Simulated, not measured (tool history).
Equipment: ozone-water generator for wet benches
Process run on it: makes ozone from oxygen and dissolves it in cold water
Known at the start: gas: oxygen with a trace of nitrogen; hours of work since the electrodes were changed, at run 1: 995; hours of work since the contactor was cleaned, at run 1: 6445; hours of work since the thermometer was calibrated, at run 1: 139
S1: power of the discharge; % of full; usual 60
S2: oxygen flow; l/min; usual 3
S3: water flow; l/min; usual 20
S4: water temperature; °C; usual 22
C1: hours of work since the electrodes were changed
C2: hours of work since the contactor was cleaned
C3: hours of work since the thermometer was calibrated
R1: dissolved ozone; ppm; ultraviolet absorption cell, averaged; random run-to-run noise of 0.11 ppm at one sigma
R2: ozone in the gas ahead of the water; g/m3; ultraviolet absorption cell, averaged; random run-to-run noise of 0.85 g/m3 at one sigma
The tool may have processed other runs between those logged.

run 1 day=0 | S1=60 S2=3 S3=20 S4=22 | C1=995 C2=6445 C3=139 | R1=8.3 R2=133.6
run 2 day=1.304 | S1=60 S2=3 S3=20 S4=22 | C1=1024 C2=6474 C3=168 | R1=8.2 R2=134.3
run 3 day=2.229 | S1=60 S2=3 S3=20 S4=20 | C1=1045 C2=6494 C3=188 | R1=8.5 R2=135.5
run 4 day=4.029 | S1=60 S2=3 S3=20 S4=20 | C1=1085 C2=6534 C3=228 | R1=8.5 R2=132.7
run 5 day=4.917 | S1=60 S2=3 S3=20 S4=28 | C1=1104 C2=6554 C3=248 | R1=7.7 R2=135.7
run 6 day=6.133 | S1=60 S2=3 S3=20 S4=28 | C1=1131 C2=6581 C3=275 | R1=7.6 R2=134.2
run 7 day=7.871 | S1=60 S2=3 S3=20 S4=22 | C1=1170 C2=6619 C3=313 | R1=8.2 R2=135.6
run 8 day=9.667 | S1=60 S2=2.24 S3=20 S4=22 | C1=1210 C2=6659 C3=353 | R1=7.4 R2=150.8
run 9 day=10.954 | S1=60 S2=2.24 S3=20 S4=22 | C1=1238 C2=6688 C3=382 | R1=7.5 R2=150.2
run 10 day=12.579 | S1=60 S2=2.24 S3=20 S4=22 | C1=1274 C2=6724 C3=418 | R1=7.4 R2=148.1
run 11 day=14.204 | S1=60 S2=2.24 S3=20 S4=22 | C1=1310 C2=6760 C3=454 | R1=7.3 R2=150.3
run 12 day=15.604 | S1=60 S2=2.24 S3=20 S4=22 | C1=1341 C2=6791 C3=485 | R1=7.8 R2=149.2
run 13 day=17.083 | S1=60 S2=3 S3=20 S4=22 | C1=1374 C2=6824 C3=517 | R1=8.2 R2=135.3
run 14 day=19 | S1=60 S2=4.07 S3=20 S4=22 | C1=1416 C2=6866 C3=560 | R1=8.9 R2=119.5
run 15 day=20.504 | S1=60 S2=4.07 S3=20 S4=22 | C1=1450 C2=6899 C3=593 | R1=8.7 R2=119.6
run 16 day=22.317 | S1=60 S2=1.86 S3=19 S4=22 | C1=1490 C2=6939 C3=633 | R1=7.4 R2=158.9
run 17 day=23.417 | S1=52 S2=3 S3=18 S4=22 | C1=1514 C2=6964 C3=658 | R1=8.1 R2=121.9
run 18 day=25.1 | S1=52 S2=3 S3=14 S4=19 | C1=1551 C2=7001 C3=695 | R1=10.7 R2=119.6
run 19 day=25.896 | S1=52 S2=3.01 S3=14 S4=14 | C1=1569 C2=7019 C3=713 | R1=11.3 R2=120.4
run 20 day=27.833 | S1=52 S2=3.01 S3=14 S4=14 | C1=1612 C2=7062 C3=756 | R1=11.3 R2=121.8
run 21 day=28.846 | S1=52 S2=3.01 S3=14 S4=14 | C1=1634 C2=7084 C3=778 | R1=11.6 R2=121.7
run 22 day=29.812 | S1=59 S2=3.73 S3=18 S4=15 | C1=1656 C2=7106 C3=799 | R1=10.4 R2=121.2
run 23 day=31.158 | S1=46 S2=3.86 S3=17 S4=22 | C1=1686 C2=7135 C3=829 | R1=8.1 R2=99.6
run 24 day=32.508 | S1=46 S2=3.86 S3=17 S4=22 | C1=1716 C2=7165 C3=859 | R1=8.2 R2=100.2
run 25 day=33.492 | S1=46 S2=3.86 S3=17 S4=22 | C1=1737 C2=7187 C3=881 | R1=8.3 R2=101.1
run 26 day=34.592 | S1=60 S2=3 S3=13 S4=30 | C1=1762 C2=7211 C3=905 | R1=10.6 R2=133
run 27 day=36.325 | S1=65 S2=3 S3=20 S4=15 | C1=1800 C2=7250 C3=944 | R1=9.2 R2=140.1
run 28 day=38.029 | S1=57 S2=3 S3=20 S4=22 | C1=1838 C2=7288 C3=981 | R1=7.8 R2=128.8
run 29 day=39.233 | S1=78 S2=4.02 S3=13 S4=22 | C1=1865 C2=7314 C3=1008 | R1=14.8 R2=142.2

Here are 4 independent what-if runs from the current tool condition. What would each one return?
run A day=40.483 | S1=78 S2=4.02 S3=13 S4=18 | C1=1892 C2=7342 C3=1036 | R1=? R2=?
run B day=40.483 | S1=93 S2=4.55 S3=20 S4=20 | C1=1892 C2=7342 C3=1036 | R1=? R2=?
run C day=40.483 | S1=60 S2=3.08 S3=13 S4=22 | C1=1892 C2=7342 C3=1036 | R1=? R2=?
run D day=40.483 | S1=78 S2=3.81 S3=13 S4=17 | C1=1892 C2=7342 C3=1036 | R1=? R2=?

run=A R1=15.8 R2=140.9
run=B R1=12.3 R2=154.4
run=C R1=12 R2=130.9
run=D R1=16.1 R2=146.5
Without the tool's unlogged condition, the same runs would have read:
run=A R1=17.3 R2=147.1
run=B R1=13.7 R2=162
run=C R1=13.1 R2=135.6
run=D R1=17.6 R2=152.9
